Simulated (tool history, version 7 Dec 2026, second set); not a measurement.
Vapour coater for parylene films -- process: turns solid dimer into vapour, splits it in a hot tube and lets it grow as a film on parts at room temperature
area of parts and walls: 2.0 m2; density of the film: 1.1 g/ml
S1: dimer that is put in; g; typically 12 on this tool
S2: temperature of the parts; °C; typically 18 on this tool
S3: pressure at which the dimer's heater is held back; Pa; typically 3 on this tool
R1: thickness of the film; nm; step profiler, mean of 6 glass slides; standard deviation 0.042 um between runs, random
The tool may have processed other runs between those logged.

run	hour	S1	S2	S3	R1
1	0	12	18	3	4570
2	14.7	12	18	3	4620
3	26.5	12	18	2.01	5000
4	40.9	12	18	2.01	4980
5	53.9	14	18	2.01	5880
6	64.3	12	18	10.3	3550
7	84.7	12	18	10.3	3600
8	97.5	12	18	3	4580
9	111.3	14	18	3	5320
10	130.8	12	11	3	5380
11	143.6	12	11	3	5360
12	156.4	12	18	3	4620
13	176.4	12	18	2.09	4920
14	195.6	12	18	2.09	4990
15	217.2	12	18	2.09	4910
16	236.4	12	18	2.09	4860
17	247.7	12	17	2.09	5070
18	259.6	12	17	2.09	5080
19	269.1	12	17	2.09	5070
20	291.5	12	17	2.42	4890
21	306.2	12	17	2.42	4880
22	318.8	15	22	3	5060
23	330.7	12	10	2.99	5350
24	341.8	12	10	2.99	5390
25	352.9	8	13	4.89	3180
26	367.4	11	18	2.4	4320
27	379.9	18	18	3	6880
28	394.6	8	13	3	3490
# hour 403.6: trap's valve overhauled
29	409.3	8	13	3	3500
30	431.1	19	14	3.34	8060
31	446	18	18	8.74	5610
32	455.6	18	18	8.74	5570
33	471.4	13	13	3	5800
34	490.2	13	13	3	5690
35	503.6	7	20	7.62	2140
36	521.5	6	21	3.9	2010
37	532	6	21	3.9	1970
38	547	19	11	7.6	7340
39	570.2	19	11	6.98	7490
40	584.1	19	11	6.98	7440
41	594.5	16	18	3	6120

Consider 3 possible next runs. They are alternatives, not a sequence: every one starts from the tool as it was left by run 41. What does each give?
A	606.8	12	18	2.21	?
B	606.8	17	10	3	?
C	606.8	11	10	6.94	?

run	R1
A	4840
B	7560
C	4420
Without the tool's hidden state the same runs would have given:
run	R1
A	4850
B	7560
C	4420
